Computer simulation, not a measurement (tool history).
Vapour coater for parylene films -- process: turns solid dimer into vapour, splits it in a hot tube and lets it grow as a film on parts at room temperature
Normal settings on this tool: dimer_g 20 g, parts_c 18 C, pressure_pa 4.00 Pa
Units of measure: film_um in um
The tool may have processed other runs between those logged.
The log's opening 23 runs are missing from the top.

run     day  dimer_g  parts_c  pressure_pa  film_um
 24  16.021       20       18         4.00     7.87
 25  16.742       20       22         8.40     6.97
 26  17.583       20       19         9.99     7.37
     18.271  -- trap's valve overhauled
 27  18.575       18       27         4.00     5.95
 28  19.117       18       27         4.00     5.95
 29  20.038       18       27         4.00     6.02
 30  20.867       18       27         7.47     5.69
 31  21.508       22       18         6.43     8.54
 32  22.138       24       11         4.00    10.95
 33  22.817       24       11         4.00    11.00
 34  23.296       24       11         4.00    10.86

For run 35, what comes out?
 35  23.688       20       10         9.04        ?

film_um: 8.86 um
If the tool had no hidden condition, the same run with the same run-to-run variation would have returned film_um 8.87 um.

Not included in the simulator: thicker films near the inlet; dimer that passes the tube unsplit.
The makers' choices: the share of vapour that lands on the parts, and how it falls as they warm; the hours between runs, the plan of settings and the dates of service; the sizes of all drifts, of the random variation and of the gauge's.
